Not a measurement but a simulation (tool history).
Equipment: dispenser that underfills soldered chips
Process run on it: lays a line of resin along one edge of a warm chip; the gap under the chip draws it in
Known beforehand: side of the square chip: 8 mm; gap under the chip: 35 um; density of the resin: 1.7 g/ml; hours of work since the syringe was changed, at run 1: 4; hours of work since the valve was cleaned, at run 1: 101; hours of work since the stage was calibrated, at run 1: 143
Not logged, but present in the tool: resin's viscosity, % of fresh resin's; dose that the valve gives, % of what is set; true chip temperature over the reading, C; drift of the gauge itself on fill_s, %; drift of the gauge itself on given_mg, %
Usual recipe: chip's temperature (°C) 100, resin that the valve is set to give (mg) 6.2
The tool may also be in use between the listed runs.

| run | hour | chip's temperature (°C) | resin that the valve is set to give (mg) | hours of work since the syringe was changed | hours of work since the valve was cleaned | hours of work since the stage was calibrated | time until the resin shows at the far edge (s) | resin that the valve gave (mg) |
|---|---|---|---|---|---|---|---|---|
| 1 | 0 | 100 | 6.2 | 4 | 101 | 143 | 114.5 | 5.83 |
| 2 | 6.4 | 100 | 6.2 | 9 | 106 | 147 | 175.2 | 5.68 |
|  | 8.6 | new syringe of resin |
| 3 | 16.5 | 100 | 6.2 | 6 | 113 | 155 | 136.2 | 5.69 |
|  | 22.8 | new syringe of resin |
| 4 | 28 | 104 | 6.2 | 4 | 122 | 163 | 98.7 | 5.63 |
| 5 | 33.5 | 104 | 6.2 | 8 | 126 | 167 | 138.9 | 5.64 |
|  | 36.9 | new syringe of resin |
| 6 | 43.8 | 114 | 6.2 | 5 | 133 | 175 | 74.7 | 5.62 |
|  | 50.9 | new syringe of resin |
|  | 52.9 | dispensing valve cleaned and set on the balance |
| 7 | 54 | 100 | 6.2 | 2 | 1 | 181 | 92.8 | 6.26 |
| 8 | 63.2 | 100 | 6.2 | 8 | 8 | 188 | 170.4 | 6.18 |
|  | 65.5 | new syringe of resin |
| 9 | 75.3 | 100 | 6.2 | 7 | 17 | 197 | 157.3 | 6.13 |
|  | 79.4 | new syringe of resin |
| 10 | 85.3 | 106 | 5.6 | 4 | 24 | 204 | 94.3 | 5.48 |
|  | 92.8 | new syringe of resin |
| 11 | 94 | 106 | 5.6 | 1 | 30 | 210 | 71.1 | 5.44 |
| 12 | 103.1 | 108 | 6.44 | 8 | 37 | 217 | 113.7 | 6.3 |
|  | 106.1 | new syringe of resin |
| 13 | 115.2 | 108 | 6.44 | 7 | 46 | 226 | 104 | 6.23 |
|  | 119.5 | new syringe of resin |
| 14 | 127.9 | 95 | 6.09 | 6 | 55 | 235 | 174.6 | 5.81 |
|  | 133 | new syringe of resin |
| 15 | 135.4 | 95 | 6.09 | 2 | 60 | 241 | 119.8 | 5.84 |
| 16 | 140.9 | 101 | 7.42 | 6 | 64 | 245 | 127.2 | 7.07 |
|  | 146.7 | new syringe of resin |
| 17 | 153.6 | 101 | 7.42 | 5 | 74 | 254 | 119.7 | 7.05 |
|  | 161 | new syringe of resin |
| 18 | 163.5 | 101 | 7.42 | 2 | 81 | 261 | 92.5 | 6.94 |

Difference, measured minus no-hidden-state, one row per run. Run-to-run variation is common to both terms; the gauge's own scatter need not be:
| run | time until the resin shows at the far edge (s) | resin that the valve gave (mg) |
|---|---|---|
| 1 | +36.2 | -0.45 |
| 2 | +95.7 | -0.48 |
| 3 | +58.7 | -0.51 |
| 4 | +30.8 | -0.55 |
| 5 | +72 | -0.58 |
| 6 | +29.4 | -0.6 |
| 7 | +15.1 | +0.01 |
| 8 | +91.4 | -0.03 |
| 9 | +77.7 | -0.08 |
| 10 | +31.7 | -0.09 |
| 11 | +7.3 | -0.12 |
| 12 | +56.9 | -0.18 |
| 13 | +47.8 | -0.21 |
| 14 | +78.3 | -0.25 |
| 15 | +21.5 | -0.27 |
| 16 | +53.9 | -0.36 |
| 17 | +44.6 | -0.4 |
| 18 | +16.9 | -0.45 |

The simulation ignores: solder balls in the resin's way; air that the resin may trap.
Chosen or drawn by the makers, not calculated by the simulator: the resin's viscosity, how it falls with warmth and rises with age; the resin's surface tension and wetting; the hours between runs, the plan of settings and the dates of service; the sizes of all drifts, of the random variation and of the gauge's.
